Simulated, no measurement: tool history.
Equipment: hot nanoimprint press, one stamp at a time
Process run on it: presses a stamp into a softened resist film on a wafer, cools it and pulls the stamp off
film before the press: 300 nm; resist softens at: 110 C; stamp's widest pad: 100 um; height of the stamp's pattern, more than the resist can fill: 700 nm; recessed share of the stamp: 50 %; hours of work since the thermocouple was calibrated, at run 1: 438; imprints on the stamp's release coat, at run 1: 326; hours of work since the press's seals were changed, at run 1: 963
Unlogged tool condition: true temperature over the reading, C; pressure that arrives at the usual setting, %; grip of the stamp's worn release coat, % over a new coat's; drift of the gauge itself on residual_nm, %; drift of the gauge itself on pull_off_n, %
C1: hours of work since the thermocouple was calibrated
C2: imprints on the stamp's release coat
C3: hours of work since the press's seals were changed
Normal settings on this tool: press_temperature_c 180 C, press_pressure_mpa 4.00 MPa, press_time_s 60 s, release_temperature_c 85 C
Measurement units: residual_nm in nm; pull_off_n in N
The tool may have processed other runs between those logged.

run 1 day=0.000 | press_temperature_c=180 press_pressure_mpa=4.00 press_time_s=60 release_temperature_c=85 | C1=438 C2=326 C3=963 | residual_nm=170.9 pull_off_n=221
run 2 day=3.171 | press_temperature_c=180 press_pressure_mpa=4.00 press_time_s=60 release_temperature_c=85 | C1=494 C2=567 C3=1019 | residual_nm=170.9 pull_off_n=245
-- day=3.942 plate thermocouple calibrated
run 3 day=4.838 | press_temperature_c=180 press_pressure_mpa=5.17 press_time_s=60 release_temperature_c=85 | C1=16 C2=684 C3=1046 | residual_nm=159.5 pull_off_n=252
-- day=5.621 stamp cleaned and given a new release coat
run 4 day=7.562 | press_temperature_c=180 press_pressure_mpa=5.17 press_time_s=60 release_temperature_c=85 | C1=59 C2=148 C3=1089 | residual_nm=159.9 pull_off_n=221
run 5 day=9.317 | press_temperature_c=180 press_pressure_mpa=3.54 press_time_s=60 release_temperature_c=85 | C1=89 C2=281 C3=1119 | residual_nm=186.6 pull_off_n=227
run 6 day=10.996 | press_temperature_c=179 press_pressure_mpa=3.58 press_time_s=62 release_temperature_c=71 | C1=119 C2=409 C3=1149 | residual_nm=190.5 pull_off_n=263
run 7 day=13.267 | press_temperature_c=179 press_pressure_mpa=3.58 press_time_s=62 release_temperature_c=71 | C1=158 C2=582 C3=1188 | residual_nm=189.3 pull_off_n=278
-- day=15.300 stamp cleaned and given a new release coat
run 8 day=16.025 | press_temperature_c=179 press_pressure_mpa=3.58 press_time_s=62 release_temperature_c=71 | C1=202 C2=55 C3=1232 | residual_nm=188.7 pull_off_n=246
-- day=17.867 press's hydraulic seals changed and the load cell set to zero
run 9 day=19.354 | press_temperature_c=180 press_pressure_mpa=4.00 press_time_s=36 release_temperature_c=85 | C1=254 C2=283 C3=26 | residual_nm=195.6 pull_off_n=224
run 10 day=20.925 | press_temperature_c=171 press_pressure_mpa=4.00 press_time_s=101 release_temperature_c=85 | C1=282 C2=402 C3=53 | residual_nm=197.3 pull_off_n=228

Hidden state or all else? Some run-to-run changes of residual_nm, split into what the settings, what came in and random variation would give without the hidden state, and what is left for the hidden state (with any gauge scatter that isn't in both results):
Run 2 -> 3: press_pressure_mpa 4.00 -> 5.17, plate thermocouple calibrated. residual_nm -11.4 nm: hidden state +8.2, all else -19.6.
Run 4 -> 5: press_pressure_mpa 5.17 -> 3.54. residual_nm +26.7 nm: hidden state -2.3, all else +29.0.

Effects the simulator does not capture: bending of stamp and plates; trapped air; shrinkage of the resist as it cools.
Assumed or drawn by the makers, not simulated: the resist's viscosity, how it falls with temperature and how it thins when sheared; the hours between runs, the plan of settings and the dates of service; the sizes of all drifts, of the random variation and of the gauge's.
